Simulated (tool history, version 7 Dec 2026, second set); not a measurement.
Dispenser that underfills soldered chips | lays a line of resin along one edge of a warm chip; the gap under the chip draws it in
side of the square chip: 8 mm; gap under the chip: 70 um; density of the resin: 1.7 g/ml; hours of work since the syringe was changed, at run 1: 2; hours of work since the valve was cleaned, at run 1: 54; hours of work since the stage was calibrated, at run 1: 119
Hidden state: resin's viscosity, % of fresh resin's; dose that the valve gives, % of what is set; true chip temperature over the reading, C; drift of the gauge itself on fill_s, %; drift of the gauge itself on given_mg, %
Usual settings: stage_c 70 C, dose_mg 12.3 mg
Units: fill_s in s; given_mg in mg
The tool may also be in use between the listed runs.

| run | day | stage_c | dose_mg | hours of work since the syringe was changed | hours of work since the valve was cleaned | hours of work since the stage was calibrated | fill_s | given_mg |
|---|---|---|---|---|---|---|---|---|
| 1 | 0 | 70 | 12.3 | 2 | 54 | 119 | 65.9 | 11.97 |
| 2 | 0.196 | 70 | 12.3 | 5 | 57 | 122 | 75.8 | 11.98 |
|  | 0.388 | new syringe of resin |
| 3 | 0.533 | 70 | 12.3 | 3 | 63 | 128 | 67.4 | 11.9 |
|  | 0.725 | dispensing valve cleaned and set on the balance |
| 4 | 0.888 | 70 | 12.3 | 8 | 3 | 134 | 84.3 | 12.28 |
|  | 0.929 | new syringe of resin |
| 5 | 1.071 | 70 | 12.3 | 3 | 6 | 137 | 66.5 | 12.29 |
| 6 | 1.358 | 70 | 12.3 | 8 | 11 | 142 | 80.9 | 12.25 |
|  | 1.438 | new syringe of resin |
| 7 | 1.717 | 70 | 12.3 | 5 | 18 | 148 | 72.9 | 12.25 |
|  | 1.925 | new syringe of resin |
| 8 | 2.042 | 70 | 12.3 | 2 | 23 | 154 | 65.6 | 12.16 |
| 9 | 2.346 | 70 | 12.3 | 8 | 29 | 160 | 81.8 | 12.13 |
|  | 2.433 | new syringe of resin |
| 10 | 2.596 | 70 | 12.3 | 3 | 33 | 164 | 66 | 12.14 |
|  | 2.933 | new syringe of resin |
| 11 | 2.942 | 70 | 12.3 | 0 | 39 | 170 | 60.6 | 12.05 |
| 12 | 3.167 | 61 | 12.3 | 4 | 43 | 174 | 110 | 12.07 |
| 13 | 3.342 | 61 | 12.3 | 7 | 46 | 177 | 124.3 | 11.96 |
|  | 3.425 | new syringe of resin |
| 14 | 3.575 | 61 | 12.3 | 3 | 50 | 181 | 104.1 | 12.01 |
|  | 3.921 | new syringe of resin |
| 15 | 3.921 | 70 | 12.3 | 0 | 57 | 188 | 61.4 | 11.96 |
| 16 | 4.121 | 72 | 12 | 4 | 60 | 191 | 63.7 | 11.62 |
| 17 | 4.392 | 67 | 15.8 | 9 | 65 | 196 | 96.6 | 15.34 |
|  | 4.429 | new syringe of resin |
|  | 4.504 | dispensing valve cleaned and set on the balance |
| 18 | 4.7 | 67 | 15.8 | 4 | 4 | 201 | 83.8 | 15.77 |
| 19 | 4.867 | 67 | 15.8 | 7 | 7 | 204 | 94.6 | 15.67 |
|  | 4.958 | new syringe of resin |
| 20 | 5.054 | 67 | 15.8 | 2 | 10 | 207 | 73 | 15.75 |

Run 21 comes next. What will it give?
| 21 | 5.342 | 74 | 14.3 | 7 | 15 | 212 | ? | ? |

Run 21 gave fill_s 64.1 s, given_mg 14.2 mg.
Without the tool's hidden state the same run would have given fill_s 47.3 s, given_mg 14.3 mg.
